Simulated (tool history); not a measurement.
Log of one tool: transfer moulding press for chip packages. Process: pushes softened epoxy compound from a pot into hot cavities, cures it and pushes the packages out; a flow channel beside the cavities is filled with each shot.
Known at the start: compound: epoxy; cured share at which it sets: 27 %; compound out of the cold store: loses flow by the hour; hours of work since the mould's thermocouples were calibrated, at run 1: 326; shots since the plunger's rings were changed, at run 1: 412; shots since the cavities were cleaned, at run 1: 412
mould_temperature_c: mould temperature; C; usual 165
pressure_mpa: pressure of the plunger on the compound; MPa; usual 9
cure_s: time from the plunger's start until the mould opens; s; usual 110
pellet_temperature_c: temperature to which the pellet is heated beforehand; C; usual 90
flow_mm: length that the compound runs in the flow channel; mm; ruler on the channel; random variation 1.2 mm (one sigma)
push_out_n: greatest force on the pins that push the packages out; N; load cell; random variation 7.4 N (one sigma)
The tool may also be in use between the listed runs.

| run | hour | mould_temperature_c | pressure_mpa | cure_s | pellet_temperature_c | hours of work since the mould's thermocouples were calibrated | shots since the plunger's rings were changed | shots since the cavities were cleaned | incoming compound's hours out of the cold store | flow_mm | push_out_n |
|---|---|---|---|---|---|---|---|---|---|---|---|
| 1 | 0 | 165 | 9 | 110 | 90 | 326 | 412 | 412 | 30.3 | 562 | 294 |
|  | 26.3 | cavities cleaned with cleaning compound and waxed |
| 2 | 64.4 | 165 | 9 | 110 | 90 | 363 | 1019 | 368 | 35.8 | 545 | 306 |
|  | 94.6 | cavities cleaned with cleaning compound and waxed |
| 3 | 103.2 | 165 | 9 | 110 | 90 | 386 | 1379 | 84 | 15.3 | 609 | 300 |
|  | 166.2 | mould's thermocouples calibrated |
|  | 167.7 | cavities cleaned with cleaning compound and waxed |
| 4 | 174.1 | 165 | 9 | 110 | 90 | 4 | 2028 | 62 | 20.1 | 593 | 299 |
| 5 | 219.4 | 171 | 9 | 110 | 90 | 31 | 2465 | 499 | 45.7 | 507 | 243 |
|  | 236.7 | cavities cleaned with cleaning compound and waxed |
|  | 254.8 | plunger's sealing rings changed |
| 6 | 258.3 | 170 | 8.46 | 92 | 80 | 52 | 34 | 184 | 28.9 | 538 | 294 |
| 7 | 297 | 170 | 9 | 110 | 90 | 75 | 407 | 557 | 20.7 | 579 | 239 |
|  | 309.1 | cavities cleaned with cleaning compound and waxed |
| 8 | 360.3 | 161 | 8.22 | 148 | 86 | 112 | 1003 | 494 | 23.2 | 568 | 262 |
|  | 377.9 | cavities cleaned with cleaning compound and waxed |
| 9 | 417.1 | 159 | 10.39 | 101 | 90 | 145 | 1536 | 378 | 38.5 | 599 | 516 |
|  | 446.7 | cavities cleaned with cleaning compound and waxed |
| 10 | 490.8 | 159 | 10.39 | 101 | 92 | 188 | 2231 | 424 | 44.8 | 579 | 495 |

Hidden state at the last listed run before each entry between runs and at the first one after, where it differs:
Between runs 1 and 2: cavities cleaned with cleaning compound and waxed (hour 26.3)
  no hidden state differs between the two runs
Between runs 2 and 3: cavities cleaned with cleaning compound and waxed (hour 94.6)
  pressure that reaches the compound, % of what is set: 99.99 -> 99.98; grip of the stained cavities, % over clean ones': 0.7 -> 0.2
Between runs 3 and 4: mould's thermocouples calibrated (hour 166.2); cavities cleaned with cleaning compound and waxed (hour 167.7)
  pressure that reaches the compound, % of what is set: 99.98 -> 99.97
Between runs 5 and 6: cavities cleaned with cleaning compound and waxed (hour 236.7); plunger's sealing rings changed (hour 254.8)
  pressure that reaches the compound, % of what is set: 99.96 -> 100; grip of the stained cavities, % over clean ones': 0.8 -> 0.4
Between runs 7 and 8: cavities cleaned with cleaning compound and waxed (hour 309.1)
  pressure that reaches the compound, % of what is set: 99.99 -> 99.98
Between runs 8 and 9: cavities cleaned with cleaning compound and waxed (hour 377.9)
  grip of the stained cavities, % over clean ones': 0.8 -> 0.7
Between runs 9 and 10: cavities cleaned with cleaning compound and waxed (hour 446.7)
  pressure that reaches the compound, % of what is set: 99.98 -> 99.97
